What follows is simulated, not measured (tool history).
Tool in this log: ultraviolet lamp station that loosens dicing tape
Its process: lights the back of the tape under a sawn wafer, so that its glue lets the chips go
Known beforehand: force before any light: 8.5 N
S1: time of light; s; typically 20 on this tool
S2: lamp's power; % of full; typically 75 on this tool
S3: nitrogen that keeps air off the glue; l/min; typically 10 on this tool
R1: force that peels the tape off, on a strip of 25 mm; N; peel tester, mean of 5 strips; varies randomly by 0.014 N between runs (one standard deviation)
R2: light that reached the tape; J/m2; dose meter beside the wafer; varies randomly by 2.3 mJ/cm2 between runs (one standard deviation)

| run | hour | S1 | S2 | S3 | R1 | R2 |
|---|---|---|---|---|---|---|
| 1 | 0.0 | 20 | 75 | 10 | 1.005 | 2000 |
| 2 | 18.0 | 34 | 75 | 10 | 0.264 | 3310 |
| 3 | 39.4 | 34 | 75 | 10 | 0.304 | 3280 |
| 4 | 61.9 | 34 | 75 | 10 | 0.292 | 3290 |
| 5 | 72.7 | 34 | 75 | 10 | 0.301 | 3260 |
| 6 | 83.6 | 20 | 75 | 10 | 1.033 | 1880 |
| 7 | 94.3 | 24 | 75 | 10 | 0.716 | 2280 |
| 8 | 115.9 | 24 | 75 | 10 | 0.727 | 2290 |
| 9 | 128.8 | 24 | 75 | 10 | 0.754 | 2210 |
| 10 | 148.8 | 24 | 75 | 10 | 0.766 | 2240 |
| 11 | 163.7 | 24 | 75 | 10 | 0.773 | 2210 |
| 12 | 175.5 | 24 | 75 | 10 | 0.773 | 2170 |
| 13 | 197.4 | 24 | 75 | 10 | 1.061 | 1920 |
| 14 | 217.3 | 24 | 75 | 10 | 0.505 | 2650 |
| 15 | 238.9 | 24 | 75 | 10 | 0.508 | 2620 |
| 16 | 250.9 | 24 | 75 | 10 | 0.508 | 2610 |
| 17 | 266.3 | 20 | 70 | 10 | 0.930 | 2010 |
| 18 | 283.5 | 20 | 70 | 10 | 0.962 | 1940 |
| 19 | 298.4 | 20 | 70 | 10 | 0.980 | 2010 |
| 20 | 315.5 | 23 | 83 | 4 | 0.878 | 2750 |
| 21 | 328.8 | 23 | 83 | 4 | 0.881 | 2630 |
| 22 | 348.2 | 30 | 61 | 6 | 0.753 | 2530 |
| 23 | 358.8 | 30 | 61 | 6 | 0.795 | 2540 |
| 24 | 378.9 | 12 | 69 | 13 | 2.274 | 1110 |
| 25 | 395.3 | 21 | 92 | 14 | 0.429 | 2600 |
| 26 | 414.3 | 30 | 85 | 4 | 0.508 | 3420 |
| 27 | 433.1 | 16 | 80 | 10 | 1.310 | 1740 |
| 28 | 446.1 | 16 | 80 | 10 | 1.283 | 1730 |
| 29 | 463.7 | 16 | 62 | 16 | 1.628 | 1290 |
| 30 | 483.7 | 26 | 99 | 3 | 0.646 | 3300 |
| 31 | 499.5 | 16 | 75 | 16 | 1.247 | 1580 |
| 32 | 519.8 | 20 | 73 | 4 | 1.722 | 1870 |
| 33 | 536.8 | 13 | 88 | 4 | 2.519 | 1480 |
| 34 | 547.3 | 30 | 75 | 19 | 0.296 | 2950 |
| 35 | 567.9 | 36 | 75 | 4 | 0.517 | 3400 |

Taken out of this log: 2 entries between the listed runs. Where each belongs, and how the hidden state differs across it:
Between runs 12 and 13: window cleaned of glue's vapour (hour 179.0)
  lamp's light, % of a new lamp's: 94.6 -> 94.2; light that the window lets through, % of a clean one's: 82.9 -> 71.4
  measured result minus the result with no hidden state, R1: +0.339 -> +0.620 N; R2: -610 -> -920 J/m2
Between runs 13 and 14: window cleaned of glue's vapour, once more (hour 217.3)
  lamp's light, % of a new lamp's: 94.2 -> 93.8; light that the window lets through, % of a clean one's: 71.4 -> 100
  measured result minus the result with no hidden state, R1: +0.620 -> +0.073 N; R2: -920 -> -170 J/m2

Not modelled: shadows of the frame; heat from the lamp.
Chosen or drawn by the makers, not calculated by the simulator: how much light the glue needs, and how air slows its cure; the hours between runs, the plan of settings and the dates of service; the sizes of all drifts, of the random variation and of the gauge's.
